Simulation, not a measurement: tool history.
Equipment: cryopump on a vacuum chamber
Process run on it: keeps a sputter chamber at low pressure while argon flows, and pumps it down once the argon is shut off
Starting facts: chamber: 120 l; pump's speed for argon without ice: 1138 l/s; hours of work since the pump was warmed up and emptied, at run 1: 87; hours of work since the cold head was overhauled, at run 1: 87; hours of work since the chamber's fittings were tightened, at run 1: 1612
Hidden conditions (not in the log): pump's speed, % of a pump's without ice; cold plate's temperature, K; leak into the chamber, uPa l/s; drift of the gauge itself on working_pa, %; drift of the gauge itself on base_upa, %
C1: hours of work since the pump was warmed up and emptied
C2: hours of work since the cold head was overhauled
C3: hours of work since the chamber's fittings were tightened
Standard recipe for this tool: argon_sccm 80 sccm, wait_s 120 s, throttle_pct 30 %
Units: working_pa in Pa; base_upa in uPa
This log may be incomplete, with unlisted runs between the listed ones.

{"run": 1, "hour": 0.0, "argon_sccm": 80, "wait_s": 120, "throttle_pct": 30, "C1": 87, "C2": 87, "C3": 1612, "working_pa": 0.4065, "base_upa": 2.49}
{"run": 2, "hour": 30.5, "argon_sccm": 80, "wait_s": 120, "throttle_pct": 30, "C1": 101, "C2": 101, "C3": 1626, "working_pa": 0.4082, "base_upa": 2.5}
{"run": 3, "hour": 53.0, "argon_sccm": 112, "wait_s": 120, "throttle_pct": 30, "C1": 111, "C2": 111, "C3": 1636, "working_pa": 0.5699, "base_upa": 2.47}
{"run": 4, "hour": 82.2, "argon_sccm": 80, "wait_s": 120, "throttle_pct": 30, "C1": 123, "C2": 123, "C3": 1648, "working_pa": 0.4111, "base_upa": 2.63}
{"run": 5, "hour": 113.5, "argon_sccm": 80, "wait_s": 120, "throttle_pct": 30, "C1": 137, "C2": 137, "C3": 1662, "working_pa": 0.4154, "base_upa": 2.6}
{"run": 6, "hour": 141.8, "argon_sccm": 80, "wait_s": 120, "throttle_pct": 30, "C1": 150, "C2": 150, "C3": 1675, "working_pa": 0.4146, "base_upa": 2.7}
{"run": 7, "hour": 160.3, "argon_sccm": 80, "wait_s": 120, "throttle_pct": 30, "C1": 158, "C2": 158, "C3": 1683, "working_pa": 0.4156, "base_upa": 2.73}
{"run": 8, "hour": 173.4, "argon_sccm": 80, "wait_s": 120, "throttle_pct": 30, "C1": 163, "C2": 163, "C3": 1688, "working_pa": 0.4174, "base_upa": 2.7}
{"run": 9, "hour": 204.4, "argon_sccm": 80, "wait_s": 120, "throttle_pct": 30, "C1": 177, "C2": 177, "C3": 1702, "working_pa": 0.4202, "base_upa": 2.81}
{"run": 10, "hour": 218.5, "argon_sccm": 68, "wait_s": 80, "throttle_pct": 27, "C1": 183, "C2": 183, "C3": 1708, "working_pa": 0.3947, "base_upa": 2.94}

What does the tool deliver on the next run?
{"run": 11, "hour": 246.9, "argon_sccm": 68, "wait_s": 80, "throttle_pct": 27, "C1": 196, "C2": 196, "C3": 1721, "working_pa": "?", "base_upa": "?"}

working_pa: 0.3941 Pa
base_upa: 3.03 uPa
Minus the tool's unlogged condition, the same run would have read working_pa 0.3719 Pa, base_upa 0.7 uPa.
